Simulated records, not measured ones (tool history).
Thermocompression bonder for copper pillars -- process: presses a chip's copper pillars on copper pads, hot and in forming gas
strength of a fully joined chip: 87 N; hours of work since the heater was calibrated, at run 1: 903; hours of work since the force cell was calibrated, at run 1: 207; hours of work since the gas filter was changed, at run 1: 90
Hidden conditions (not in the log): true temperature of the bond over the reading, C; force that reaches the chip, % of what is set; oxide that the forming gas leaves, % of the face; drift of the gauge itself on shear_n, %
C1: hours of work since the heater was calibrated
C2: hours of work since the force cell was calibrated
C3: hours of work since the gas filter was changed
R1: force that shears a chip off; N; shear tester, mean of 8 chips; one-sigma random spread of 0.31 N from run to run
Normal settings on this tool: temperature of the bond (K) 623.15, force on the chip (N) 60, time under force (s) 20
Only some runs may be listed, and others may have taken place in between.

run 1 hour=0.0 | temperature_of_the_bond_(K)=623.15 force_on_the_chip_(N)=60 time_under_force_(s)=20 | C1=903 C2=207 C3=90 | R1=38.8
-- hour=16.5 heater calibrated with a thermocouple chip
run 2 hour=27.1 | temperature_of_the_bond_(K)=623.15 force_on_the_chip_(N)=60 time_under_force_(s)=20 | C1=6 C2=221 C3=104 | R1=37.4
run 3 hour=56.6 | temperature_of_the_bond_(K)=623.15 force_on_the_chip_(N)=60 time_under_force_(s)=20 | C1=22 C2=236 C3=120 | R1=37.3
run 4 hour=73.6 | temperature_of_the_bond_(K)=623.15 force_on_the_chip_(N)=60 time_under_force_(s)=20 | C1=31 C2=246 C3=129 | R1=37.0
run 5 hour=88.9 | temperature_of_the_bond_(K)=623.15 force_on_the_chip_(N)=60 time_under_force_(s)=20 | C1=39 C2=254 C3=137 | R1=36.9
run 6 hour=109.6 | temperature_of_the_bond_(K)=597.15 force_on_the_chip_(N)=60 time_under_force_(s)=20 | C1=50 C2=265 C3=148 | R1=29.9
run 7 hour=137.3 | temperature_of_the_bond_(K)=597.15 force_on_the_chip_(N)=60 time_under_force_(s)=20 | C1=65 C2=280 C3=163 | R1=29.8
run 8 hour=152.7 | temperature_of_the_bond_(K)=597.15 force_on_the_chip_(N)=60 time_under_force_(s)=20 | C1=73 C2=288 C3=171 | R1=29.2
run 9 hour=174.5 | temperature_of_the_bond_(K)=597.15 force_on_the_chip_(N)=60 time_under_force_(s)=20 | C1=85 C2=300 C3=183 | R1=29.1
run 10 hour=197.1 | temperature_of_the_bond_(K)=623.15 force_on_the_chip_(N)=60 time_under_force_(s)=20 | C1=97 C2=312 C3=195 | R1=36.2
-- hour=204.0 forming gas filter changed
run 11 hour=220.9 | temperature_of_the_bond_(K)=623.15 force_on_the_chip_(N)=72 time_under_force_(s)=20 | C1=110 C2=325 C3=9 | R1=43.1
run 12 hour=253.9 | temperature_of_the_bond_(K)=623.15 force_on_the_chip_(N)=65 time_under_force_(s)=20 | C1=128 C2=342 C3=27 | R1=40.7
run 13 hour=270.5 | temperature_of_the_bond_(K)=623.15 force_on_the_chip_(N)=61 time_under_force_(s)=20 | C1=137 C2=351 C3=36 | R1=38.4
run 14 hour=285.9 | temperature_of_the_bond_(K)=623.15 force_on_the_chip_(N)=61 time_under_force_(s)=20 | C1=145 C2=360 C3=44 | R1=38.8
run 15 hour=301.0 | temperature_of_the_bond_(K)=623.15 force_on_the_chip_(N)=60 time_under_force_(s)=35 | C1=153 C2=368 C3=52 | R1=45.7
run 16 hour=333.8 | temperature_of_the_bond_(K)=623.15 force_on_the_chip_(N)=67 time_under_force_(s)=35 | C1=171 C2=385 C3=70 | R1=48.7
run 17 hour=354.7 | temperature_of_the_bond_(K)=623.15 force_on_the_chip_(N)=67 time_under_force_(s)=35 | C1=182 C2=397 C3=81 | R1=48.1
run 18 hour=374.3 | temperature_of_the_bond_(K)=596.15 force_on_the_chip_(N)=62 time_under_force_(s)=35 | C1=192 C2=407 C3=92 | R1=37.9
run 19 hour=406.8 | temperature_of_the_bond_(K)=596.15 force_on_the_chip_(N)=55 time_under_force_(s)=12 | C1=210 C2=425 C3=109 | R1=23.3
run 20 hour=435.0 | temperature_of_the_bond_(K)=649.15 force_on_the_chip_(N)=47 time_under_force_(s)=26 | C1=225 C2=440 C3=124 | R1=43.3
run 21 hour=453.9 | temperature_of_the_bond_(K)=649.15 force_on_the_chip_(N)=47 time_under_force_(s)=26 | C1=235 C2=450 C3=135 | R1=42.7
run 22 hour=472.4 | temperature_of_the_bond_(K)=649.15 force_on_the_chip_(N)=47 time_under_force_(s)=26 | C1=245 C2=460 C3=145 | R1=42.1
run 23 hour=500.7 | temperature_of_the_bond_(K)=628.15 force_on_the_chip_(N)=79 time_under_force_(s)=60 | C1=260 C2=475 C3=160 | R1=60.9
run 24 hour=519.2 | temperature_of_the_bond_(K)=593.15 force_on_the_chip_(N)=45 time_under_force_(s)=20 | C1=270 C2=485 C3=170 | R1=23.9
run 25 hour=545.4 | temperature_of_the_bond_(K)=593.15 force_on_the_chip_(N)=45 time_under_force_(s)=20 | C1=285 C2=499 C3=184 | R1=24.1
run 26 hour=559.5 | temperature_of_the_bond_(K)=593.15 force_on_the_chip_(N)=45 time_under_force_(s)=20 | C1=292 C2=507 C3=191 | R1=24.0

What does the tool deliver on the next run?
-- hour=572.7 forming gas filter changed
run 27 hour=577.1 | temperature_of_the_bond_(K)=650.15 force_on_the_chip_(N)=45 time_under_force_(s)=16 | C1=301 C2=516 C3=2 | R1=?

R1: 37.1 N
If the tool had no hidden condition, the same run with the same run-to-run variation would have returned R1 36.8 N.

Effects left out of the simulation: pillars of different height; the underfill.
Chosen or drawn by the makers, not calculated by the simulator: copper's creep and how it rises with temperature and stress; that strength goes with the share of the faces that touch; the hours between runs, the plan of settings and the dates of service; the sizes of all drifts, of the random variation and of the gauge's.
